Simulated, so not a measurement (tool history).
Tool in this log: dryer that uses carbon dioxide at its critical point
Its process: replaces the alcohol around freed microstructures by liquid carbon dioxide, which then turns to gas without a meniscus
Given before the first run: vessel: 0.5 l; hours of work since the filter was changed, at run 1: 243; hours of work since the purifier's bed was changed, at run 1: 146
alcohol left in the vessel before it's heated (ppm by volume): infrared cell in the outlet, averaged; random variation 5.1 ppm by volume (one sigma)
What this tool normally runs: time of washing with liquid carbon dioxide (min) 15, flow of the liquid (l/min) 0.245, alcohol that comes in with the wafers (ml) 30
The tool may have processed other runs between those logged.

run,hour,time of washing with liquid carbon dioxide (min),flow of the liquid (l/min),alcohol that comes in with the wafers (ml),hours of work since the filter was changed,hours of work since the purifier's bed was changed,alcohol left in the vessel before it's heated (ppm by volume)
1,0.0,15,0.245,30,243,146,163
2,5.2,15,0.245,30,246,149,157
3,10.6,15,0.245,30,248,151,179
4,22.6,15,0.245,30,253,156,173
5,30.7,15,0.245,30,256,159,172
6,39.0,15,0.245,30,260,163,176
7,44.8,15,0.245,30,262,165,171
8,50.5,15,0.245,67,265,168,359
9,62.2,15,0.245,67,270,173,362
10,67.7,15,0.245,67,272,175,357
11,73.6,15,0.245,67,274,177,371
12,80.3,15,0.230,67,277,180,532
13,92.6,15,0.273,30,282,185,104
14,103.9,15,0.273,30,287,190,105
15,110.9,18,0.259,61,290,193,87
16,119.4,18,0.259,61,294,197,92
17,130.2,16,0.189,60,298,201,1005
18,140.7,21,0.170,60,303,206,433
19,152.0,21,0.170,60,307,210,476

3 ways to go on from here, each from the tool as it stands after run 19. What would each give?
A,161.8,13,0.205,39,311,215,?
B,161.8,13,0.245,49,311,215,?
C,161.8,10,0.301,30,311,215,?

run,alcohol left in the vessel before it's heated (ppm by volume)
A,1149
B,643
C,490
Had the tool no hidden state, the same runs would have come out as:
run,alcohol left in the vessel before it's heated (ppm by volume)
A,637
B,308
C,240
